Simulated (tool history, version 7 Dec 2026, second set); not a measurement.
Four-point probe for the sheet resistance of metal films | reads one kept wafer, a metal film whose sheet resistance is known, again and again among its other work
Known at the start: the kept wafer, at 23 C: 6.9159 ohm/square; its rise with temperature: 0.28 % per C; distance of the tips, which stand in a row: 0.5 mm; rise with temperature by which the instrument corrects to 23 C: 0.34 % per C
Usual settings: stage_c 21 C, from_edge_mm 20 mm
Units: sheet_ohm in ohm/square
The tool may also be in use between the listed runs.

run,hour,stage_c,from_edge_mm,sheet_ohm
1,0,21,20,6.925194
2,36.9,21,20,6.927974
3,73.3,21,4,6.981731
4,104.1,21,4,6.98443
5,138.5,21,4,6.98058
6,164.3,21,4,6.984429
7,195.5,29,4,6.947788
8,223.3,21,34,6.926255
9,258.1,26,20,6.905148
10,287.2,26,20,6.906798
11,329.3,26,4,6.960642
12,371.3,26,4,6.959329
13,408.2,21,4,6.984638
14,437.4,21,4,6.984786
15,467.6,21,20,6.926151
16,487.8,21,20,6.929141
17,517.5,21,20,6.92398
18,542.1,29,20,6.893668
19,585.1,29,6,6.91846
20,612.7,21,20,6.931214
21,645.9,21,10,6.933279
22,674.9,21,4,6.983618
23,704.4,21,45,6.924265
24,735.7,29,39,6.892935
25,756.9,22,12,6.92716
26,785.9,22,12,6.928007
27,804.1,22,12,6.92835
28,825.2,22,12,6.926755
29,847.2,25,64,6.908172
30,876.1,25,64,6.909016
31,901.6,26,12,6.907685
32,942.6,26,12,6.909777
33,982.9,26,12,6.910396
# hour 998.6: stage's thermometer calibrated
34,1015.2,35,9,6.879073
35,1038.1,21,5,6.961843
36,1071,24,14,6.915958
37,1114.1,32,44,6.882314
38,1139.5,32,4,6.936964
39,1172.5,21,55,6.922855
40,1199.1,22,32,6.918539
41,1233,21,20,6.92815
42,1250.4,21,20,6.92713
43,1276.4,25,33,6.910883
44,1302,25,33,6.906889

4 ways to go on from here, each from the tool as it stands after run 44. What would each give?
A,1340.6,32,23,?
B,1340.6,20,20,?
C,1340.6,33,20,?
D,1340.6,21,74,?

run,sheet_ohm
A,6.878634
B,6.931676
C,6.878067
D,6.925103
Without the tool's hidden state the same runs would have given:
run,sheet_ohm
A,6.878199
B,6.931238
C,6.877633
D,6.924665

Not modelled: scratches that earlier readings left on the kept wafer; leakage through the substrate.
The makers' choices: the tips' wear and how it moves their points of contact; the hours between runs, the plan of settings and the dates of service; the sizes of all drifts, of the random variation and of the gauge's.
